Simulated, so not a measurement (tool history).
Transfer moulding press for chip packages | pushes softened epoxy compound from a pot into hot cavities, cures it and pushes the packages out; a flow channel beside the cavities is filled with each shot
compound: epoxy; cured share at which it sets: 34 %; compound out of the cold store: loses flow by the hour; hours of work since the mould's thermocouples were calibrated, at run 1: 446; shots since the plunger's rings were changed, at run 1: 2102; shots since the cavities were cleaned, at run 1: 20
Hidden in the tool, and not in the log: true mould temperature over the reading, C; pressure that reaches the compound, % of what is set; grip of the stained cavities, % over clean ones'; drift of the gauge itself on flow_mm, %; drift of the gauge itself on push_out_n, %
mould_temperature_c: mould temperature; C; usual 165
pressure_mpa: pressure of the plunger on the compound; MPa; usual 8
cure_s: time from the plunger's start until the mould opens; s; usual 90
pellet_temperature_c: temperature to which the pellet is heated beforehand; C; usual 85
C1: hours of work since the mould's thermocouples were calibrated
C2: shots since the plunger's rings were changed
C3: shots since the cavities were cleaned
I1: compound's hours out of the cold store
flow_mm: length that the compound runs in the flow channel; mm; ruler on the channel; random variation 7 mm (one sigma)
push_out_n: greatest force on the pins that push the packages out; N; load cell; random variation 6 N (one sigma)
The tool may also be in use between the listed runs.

{"run": 1, "hour": 0.0, "mould_temperature_c": 165, "pressure_mpa": 8, "cure_s": 90, "pellet_temperature_c": 85, "C1": 446, "C2": 2102, "C3": 20, "I1": 24.9, "flow_mm": 871, "push_out_n": 241}
{"run": 2, "hour": 20.7, "mould_temperature_c": 165, "pressure_mpa": 8, "cure_s": 90, "pellet_temperature_c": 85, "C1": 461, "C2": 2397, "C3": 315, "I1": 18, "flow_mm": 897, "push_out_n": 369}
{"hour": 46.4, "done": "cavities cleaned with cleaning compound and waxed"}
{"run": 3, "hour": 46.4, "mould_temperature_c": 165, "pressure_mpa": 9.63, "cure_s": 90, "pellet_temperature_c": 85, "C1": 478, "C2": 2742, "C3": 0, "I1": 23.1, "flow_mm": 968, "push_out_n": 480}
{"run": 4, "hour": 63.0, "mould_temperature_c": 165, "pressure_mpa": 9.63, "cure_s": 90, "pellet_temperature_c": 85, "C1": 490, "C2": 2978, "C3": 236, "I1": 29.2, "flow_mm": 915, "push_out_n": 454}
{"run": 5, "hour": 86.6, "mould_temperature_c": 165, "pressure_mpa": 9.63, "cure_s": 90, "pellet_temperature_c": 85, "C1": 507, "C2": 3316, "C3": 574, "I1": 33.3, "flow_mm": 893, "push_out_n": 431}
{"hour": 93.3, "done": "cavities cleaned with cleaning compound and waxed"}
{"run": 6, "hour": 111.1, "mould_temperature_c": 165, "pressure_mpa": 9.63, "cure_s": 90, "pellet_temperature_c": 85, "C1": 523, "C2": 3642, "C3": 252, "I1": 30.5, "flow_mm": 883, "push_out_n": 336}
{"hour": 141.7, "done": "cavities cleaned with cleaning compound and waxed"}
{"run": 7, "hour": 144.4, "mould_temperature_c": 165, "pressure_mpa": 8, "cure_s": 124, "pellet_temperature_c": 85, "C1": 546, "C2": 4097, "C3": 39, "I1": 29.7, "flow_mm": 811, "push_out_n": 234}
{"run": 8, "hour": 168.9, "mould_temperature_c": 168, "pressure_mpa": 8, "cure_s": 124, "pellet_temperature_c": 85, "C1": 564, "C2": 4445, "C3": 387, "I1": 15.7, "flow_mm": 867, "push_out_n": 319}
{"hour": 188.4, "done": "cavities cleaned with cleaning compound and waxed"}
{"hour": 199.3, "done": "cavities cleaned with cleaning compound and waxed, once more"}
{"hour": 202.8, "done": "plunger's sealing rings changed"}
{"run": 9, "hour": 202.8, "mould_temperature_c": 168, "pressure_mpa": 8, "cure_s": 124, "pellet_temperature_c": 85, "C1": 584, "C2": 0, "C3": 15, "I1": 30.4, "flow_mm": 875, "push_out_n": 202}
{"run": 10, "hour": 229.5, "mould_temperature_c": 168, "pressure_mpa": 8, "cure_s": 124, "pellet_temperature_c": 85, "C1": 604, "C2": 381, "C3": 396, "I1": 44.1, "flow_mm": 782, "push_out_n": 330}
{"run": 11, "hour": 243.5, "mould_temperature_c": 168, "pressure_mpa": 8, "cure_s": 124, "pellet_temperature_c": 85, "C1": 614, "C2": 580, "C3": 595, "I1": 22.8, "flow_mm": 890, "push_out_n": 331}
{"hour": 249.8, "done": "cavities cleaned with cleaning compound and waxed"}
{"run": 12, "hour": 265.6, "mould_temperature_c": 165, "pressure_mpa": 8, "cure_s": 90, "pellet_temperature_c": 85, "C1": 629, "C2": 873, "C3": 225, "I1": 10.5, "flow_mm": 973, "push_out_n": 333}
{"run": 13, "hour": 293.3, "mould_temperature_c": 165, "pressure_mpa": 8, "cure_s": 90, "pellet_temperature_c": 80, "C1": 648, "C2": 1268, "C3": 620, "I1": 13.7, "flow_mm": 940, "push_out_n": 400}
{"hour": 297.3, "done": "cavities cleaned with cleaning compound and waxed"}
{"hour": 308.9, "done": "mould's thermocouples calibrated"}
{"run": 14, "hour": 327.7, "mould_temperature_c": 172, "pressure_mpa": 8, "cure_s": 90, "pellet_temperature_c": 80, "C1": 14, "C2": 1709, "C3": 405, "I1": 31.3, "flow_mm": 816, "push_out_n": 323}
{"hour": 347.2, "done": "cavities cleaned with cleaning compound and waxed"}
{"run": 15, "hour": 349.2, "mould_temperature_c": 173, "pressure_mpa": 7.56, "cure_s": 90, "pellet_temperature_c": 85, "C1": 28, "C2": 1993, "C3": 27, "I1": 16.8, "flow_mm": 863, "push_out_n": 217}
{"run": 16, "hour": 373.1, "mould_temperature_c": 161, "pressure_mpa": 8.85, "cure_s": 90, "pellet_temperature_c": 79, "C1": 45, "C2": 2334, "C3": 368, "I1": 27.1, "flow_mm": 895, "push_out_n": 425}
{"hour": 394.2, "done": "cavities cleaned with cleaning compound and waxed"}
{"run": 17, "hour": 404.7, "mould_temperature_c": 165, "pressure_mpa": 9.14, "cure_s": 110, "pellet_temperature_c": 81, "C1": 67, "C2": 2764, "C3": 150, "I1": 18.2, "flow_mm": 948, "push_out_n": 269}
{"run": 18, "hour": 425.6, "mould_temperature_c": 159, "pressure_mpa": 9.27, "cure_s": 90, "pellet_temperature_c": 92, "C1": 82, "C2": 3062, "C3": 448, "I1": 38.4, "flow_mm": 862, "push_out_n": 467}
{"hour": 440.8, "done": "cavities cleaned with cleaning compound and waxed"}
{"run": 19, "hour": 447.8, "mould_temperature_c": 165, "pressure_mpa": 7.9, "cure_s": 109, "pellet_temperature_c": 76, "C1": 97, "C2": 3357, "C3": 100, "I1": 22.2, "flow_mm": 861, "push_out_n": 257}
{"run": 20, "hour": 466.8, "mould_temperature_c": 165, "pressure_mpa": 7.9, "cure_s": 109, "pellet_temperature_c": 76, "C1": 110, "C2": 3627, "C3": 370, "I1": 29.5, "flow_mm": 808, "push_out_n": 316}
{"hour": 487.3, "done": "cavities cleaned with cleaning compound and waxed"}
{"run": 21, "hour": 487.3, "mould_temperature_c": 165, "pressure_mpa": 7.9, "cure_s": 109, "pellet_temperature_c": 76, "C1": 124, "C2": 3899, "C3": 0, "I1": 17.6, "flow_mm": 859, "push_out_n": 221}
{"run": 22, "hour": 513.4, "mould_temperature_c": 163, "pressure_mpa": 7.93, "cure_s": 109, "pellet_temperature_c": 82, "C1": 143, "C2": 4271, "C3": 372, "I1": 19.5, "flow_mm": 851, "push_out_n": 335}
{"hour": 534.4, "done": "cavities cleaned with cleaning compound and waxed"}
{"run": 23, "hour": 546.0, "mould_temperature_c": 168, "pressure_mpa": 7.04, "cure_s": 90, "pellet_temperature_c": 91, "C1": 165, "C2": 4715, "C3": 166, "I1": 43.1, "flow_mm": 687, "push_out_n": 281}
{"hour": 558.1, "done": "plunger's sealing rings changed"}
{"run": 24, "hour": 577.4, "mould_temperature_c": 168, "pressure_mpa": 7.04, "cure_s": 120, "pellet_temperature_c": 91, "C1": 186, "C2": 275, "C3": 578, "I1": 26, "flow_mm": 829, "push_out_n": 358}
{"hour": 586.2, "done": "cavities cleaned with cleaning compound and waxed"}
{"run": 25, "hour": 605.4, "mould_temperature_c": 169, "pressure_mpa": 6.92, "cure_s": 110, "pellet_temperature_c": 84, "C1": 205, "C2": 652, "C3": 274, "I1": 14.6, "flow_mm": 865, "push_out_n": 302}
{"hour": 632.6, "done": "cavities cleaned with cleaning compound and waxed"}
{"run": 26, "hour": 632.6, "mould_temperature_c": 169, "pressure_mpa": 6.92, "cure_s": 110, "pellet_temperature_c": 84, "C1": 224, "C2": 1019, "C3": 0, "I1": 47.4, "flow_mm": 706, "push_out_n": 215}
{"run": 27, "hour": 664.9, "mould_temperature_c": 165, "pressure_mpa": 8.73, "cure_s": 70, "pellet_temperature_c": 87, "C1": 247, "C2": 1479, "C3": 460, "I1": 12.3, "flow_mm": 994, "push_out_n": 575}

3 ways to go on from here, each from the tool as it stands after run 27. What would each give?
{"hour": 679.3, "done": "cavities cleaned with cleaning compound and waxed"}
{"run": "A", "hour": 680.3, "mould_temperature_c": 168, "pressure_mpa": 8.73, "cure_s": 70, "pellet_temperature_c": 87, "C1": 257, "C2": 1678, "C3": 15, "I1": 45.2, "flow_mm": "?", "push_out_n": "?"}
{"hour": 679.3, "done": "cavities cleaned with cleaning compound and waxed"}
{"run": "B", "hour": 680.3, "mould_temperature_c": 166, "pressure_mpa": 8, "cure_s": 78, "pellet_temperature_c": 93, "C1": 257, "C2": 1678, "C3": 15, "I1": 36, "flow_mm": "?", "push_out_n": "?"}
{"hour": 679.3, "done": "cavities cleaned with cleaning compound and waxed"}
{"run": "C", "hour": 680.3, "mould_temperature_c": 167, "pressure_mpa": 9.77, "cure_s": 104, "pellet_temperature_c": 85, "C1": 257, "C2": 1678, "C3": 15, "I1": 11.5, "flow_mm": "?", "push_out_n": "?"}

run=A flow_mm=800 push_out_n=292
run=B flow_mm=820 push_out_n=252
run=C flow_mm=1039 push_out_n=221
Without the tool's hidden state the same runs would have given:
run=A flow_mm=826 push_out_n=274
run=B flow_mm=847 push_out_n=236
run=C flow_mm=1072 push_out_n=210

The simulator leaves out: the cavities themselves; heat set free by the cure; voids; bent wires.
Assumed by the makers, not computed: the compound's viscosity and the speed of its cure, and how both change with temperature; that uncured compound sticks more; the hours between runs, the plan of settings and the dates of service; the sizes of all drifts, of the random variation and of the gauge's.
